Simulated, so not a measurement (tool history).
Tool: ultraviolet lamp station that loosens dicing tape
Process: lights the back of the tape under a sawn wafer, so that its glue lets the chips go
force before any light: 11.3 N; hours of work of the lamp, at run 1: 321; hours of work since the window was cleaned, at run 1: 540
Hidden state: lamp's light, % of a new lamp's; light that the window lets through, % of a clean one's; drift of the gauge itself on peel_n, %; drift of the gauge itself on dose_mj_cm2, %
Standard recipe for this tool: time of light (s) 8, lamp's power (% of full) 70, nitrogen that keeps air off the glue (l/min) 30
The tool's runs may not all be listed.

run    hour  time of light (s)  lamp's power (% of full)  nitrogen that keeps air off the glue (l/min)  hours of work of the lamp  hours of work since the window was cleaned  force that peels the tape off (N)  light that reached the tape (mJ/cm²)
  1       0                  8                        70                                            30                        321                                         540                              1.097                                   348
  2    39.4                  8                        70                                            30                        345                                         564                              1.146                                   347
  3    62.9                  8                        70                                            30                        359                                         578                              1.155                                   339
  4    96.5                  8                        62                                            30                        380                                         599                              1.482                                   296
  5   116.6                  8                        62                                            30                        392                                         611                              1.465                                   295
  6   160.4                  8                        62                                            30                        419                                         637                              1.515                                   288
  7   181.6                  8                        62                                            47                        432                                         650                              1.121                                   287
      215.7  -- window cleaned of glue's vapour
  8   222.7                  8                        62                                            47                        456                                           4                              0.897                                   324
  9   248.3                  8                        79                                            47                        472                                          20                              0.522                                   412
 10   269.6                  8                        84                                            30                        485                                          33                              0.704                                   434
 11   294.6                  8                        84                                            30                        500                                          48                              0.683                                   427
 12   332.2                  8                        84                                            30                        523                                          71                              0.713                                   424
 13   369.2                  8                        70                                            30                        545                                          93                              1.124                                   350
 14   403.8                  8                        70                                            30                        566                                         114                              1.095                                   346
 15     445                  8                        70                                            30                        591                                         139                              1.166                                   336
 16   488.9                  8                        70                                            30                        618                                         166                              1.185                                   334
 17   523.2                  8                        70                                            30                        639                                         187                               1.21                                   335
 18   562.3                  8                        70                                            30                        663                                         211                              1.277                                   331
 19     596                  8                        70                                            20                        683                                         231                              1.735                                   321
 20   617.5                  8                        70                                            30                        696                                         244                              1.307                                   317
 21     648                 12                        70                                            30                        715                                         263                              0.532                                   471
 22   674.7                  4                        70                                            30                        731                                         279                              3.723                                   153
 23   695.8                  4                        93                                            30                        744                                         292                              2.667                                   206
 24     729                  7                        70                                            17                        764                                         312                               2.51                                   269
 25   755.1                  5                        86                                            41                        780                                         328                              1.854                                   234
 26   785.3                  5                        86                                            41                        798                                         346                              1.924                                   234
 27   811.1                  8                        70                                            23                        814                                         362                              1.778                                   300
 28   850.5                  8                        70                                            23                        838                                         386                              1.844                                   293
 29     890                 15                        91                                            27                        862                                         410                              0.267                                   709
 30   926.4                 15                        91                                            27                        884                                         432                              0.288                                   697
 31     948                  6                        86                                            49                        897                                         445                              1.323                                   258
      977.1  -- lamp changed
 32   978.4                  7                        70                                            21                          1                                         463                               1.48                                   346
 33  1007.2                 11                        70                                            30                         18                                         480                               0.42                                   541
 34  1045.7                  8                        70                                            15                         42                                         504                              1.552                                   396
 35  1087.3                  5                        70                                             9                         67                                         529                              4.158                                   243
 36  1113.3                  5                        66                                            47                         83                                         545                              1.847                                   230
 37  1155.6                  5                        66                                            36                        108                                         571                              2.245                                   225
 38  1183.1                  5                        66                                            36                        125                                         587                              2.274                                   220
 39  1224.5                  8                        71                                            55                        150                                         613                              0.628                                   373
 40  1266.3                 12                        65                                            15                        176                                         638                              0.937                                   507
 41  1303.5                 12                        65                                            15                        198                                         661                              0.962                                   507
     1323.5  -- window cleaned of glue's vapour
 42  1338.5                  5                        84                                            21                        219                                           9                              1.916                                   300

5 options for the next run, each taken on its own from the tool as it stands now. Forecast them:
  A  1377.7                  5                        78                                            21                        243                                          33                                  ?                                     ?
  B  1377.7                  8                        70                                            21                        243                                          33                                  ?                                     ?
  C  1377.7                 16                        84                                            40                        243                                          33                                  ?                                     ?
  D  1377.7                 12                        98                                            10                        243                                          33                                  ?                                     ?
  E  1377.7                  5                        66                                            10                        243                                          33                                  ?                                     ?

run  force that peels the tape off (N)  light that reached the tape (mJ/cm²)
  A                              2.171                                   279
  B                              1.156                                   392
  C                              0.205                                   954
  D                               0.44                                   826
  E                              4.144                                   234
Take away the tool's hidden state, keep each run's random variation, and the runs would have read:
run  force that peels the tape off (N)  light that reached the tape (mJ/cm²)
  A                              1.855                                   307
  B                              0.945                                   432
  C                              0.202                                  1051
  D                               0.36                                   909
  E                              3.744                                   257
